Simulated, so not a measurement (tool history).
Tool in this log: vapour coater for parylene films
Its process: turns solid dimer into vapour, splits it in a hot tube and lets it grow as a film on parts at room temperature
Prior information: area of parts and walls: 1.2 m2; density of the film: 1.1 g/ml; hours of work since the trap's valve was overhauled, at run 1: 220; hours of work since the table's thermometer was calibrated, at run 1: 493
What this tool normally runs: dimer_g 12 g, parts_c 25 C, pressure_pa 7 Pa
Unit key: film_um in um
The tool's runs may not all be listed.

run   hour  dimer_g  parts_c  pressure_pa  hours of work since the trap's valve was overhauled  hours of work since the table's thermometer was calibrated  film_um
  1      0       12       25            7                                                  220                                                         493     6.62
  2   10.3       13       25            7                                                  227                                                         500     7.17
  3   24.3       12       25            7                                                  238                                                         510     6.72
  4   33.3       12       25            7                                                  244                                                         517     6.67
  5   44.4        7       25            7                                                  252                                                         525     3.91
  6     61        7       25            7                                                  265                                                         537     3.86
  7   70.8        7       21            7                                                  272                                                         544     4.21
  8   87.8        7       21            7                                                  284                                                         557     4.19
  9   97.2        7       21            7                                                  291                                                         564     4.22
 10  112.9       12       25         2.62                                                  303                                                         575     7.24
 11  123.2       12       25         2.62                                                  310                                                         583      7.3
 12  134.9       12       25         2.62                                                  319                                                         591     7.25
 13    150       12       25         2.62                                                  330                                                         603     7.33
 14  164.5       12       27         2.62                                                  340                                                         613     6.93
 15  181.2       12       25            7                                                  353                                                         625     6.57
 16  191.7       12       25            7                                                  360                                                         633      6.6
 17  201.7       12       25            7                                                  368                                                         640     6.57
 18  215.3       12       25            7                                                  378                                                         650     6.47
 19  222.3       12       31            7                                                  383                                                         655     5.77
 20  231.6       12       31            7                                                  390                                                         662     5.68
 21  242.8       12       31            7                                                  398                                                         671     5.77
 22  255.2       12       25            7                                                  407                                                         680     6.58
 23  265.4       17       25            7                                                  414                                                         687      9.3
     270.5  -- trap's valve overhauled
 24  285.8       21       21         3.47                                                   11                                                         699    13.25
 25  300.1       21       36         7.38                                                   22                                                         710     8.68
     311.9  -- trap's valve overhauled, once more
 26  313.3        8       21         3.31                                                    1                                                         716     5.36
 27  325.7       12       29         7.07                                                   10                                                         725     6.14
 28  340.5       12       25         9.62                                                   21                                                         736     6.59
 29  354.9       12       25         9.62                                                   32                                                         747     6.49
 30  365.8        9       35         9.95                                                   40                                                         755     3.88
 31  381.1        9       29         9.41                                                   51                                                         766     4.44
 32  395.2        5       33         9.41                                                   61                                                         776     2.24
 33  412.2        8       17         6.92                                                   74                                                         789     5.37
 34  427.5       12       25         5.47                                                   85                                                         800     6.93
 35  437.2        6       24        10.46                                                   92                                                         807     3.37
 36  450.8       12       20            7                                                  102                                                         817     7.63
 37  464.6       12       20            7                                                  112                                                         827      7.5
 38  476.6       12       20            7                                                  121                                                         836     7.49
 39    484       12       20            7                                                  126                                                         841     7.49
 40    501       18       20         3.41                                                  139                                                         854    12.02
 41  507.9        7       26         4.22                                                  144                                                         859     3.99
 42  517.6       20       19         4.44                                                  151                                                         866    13.41
 43  533.8        9       23         2.61                                                  163                                                         878     5.76
 44  542.1       10       23         6.39                                                  169                                                         884     5.83
 45  556.3       10       23         6.39                                                  179                                                         894     5.89
 46  564.1       10       23         6.39                                                  185                                                         900      5.9

For each entry between runs, how does the tool's hidden state at the last listed run before it compare with that at the first listed run after it?
Run 23 -> run 24: trap's valve overhauled (hour 270.5)
  vapour lost through the trap's worn valve, %: 4.4 -> 6.2; true temperature of the parts over the reading, C: -0.41 -> -0.42
  measured result minus the result with no hidden state, film_um: -0.34 -> -0.74 um
Run 25 -> run 26: trap's valve overhauled, once more (hour 311.9)
  vapour lost through the trap's worn valve, %: 6.3 -> 0.8
  measured result minus the result with no hidden state, film_um: -0.49 -> +0.01 um

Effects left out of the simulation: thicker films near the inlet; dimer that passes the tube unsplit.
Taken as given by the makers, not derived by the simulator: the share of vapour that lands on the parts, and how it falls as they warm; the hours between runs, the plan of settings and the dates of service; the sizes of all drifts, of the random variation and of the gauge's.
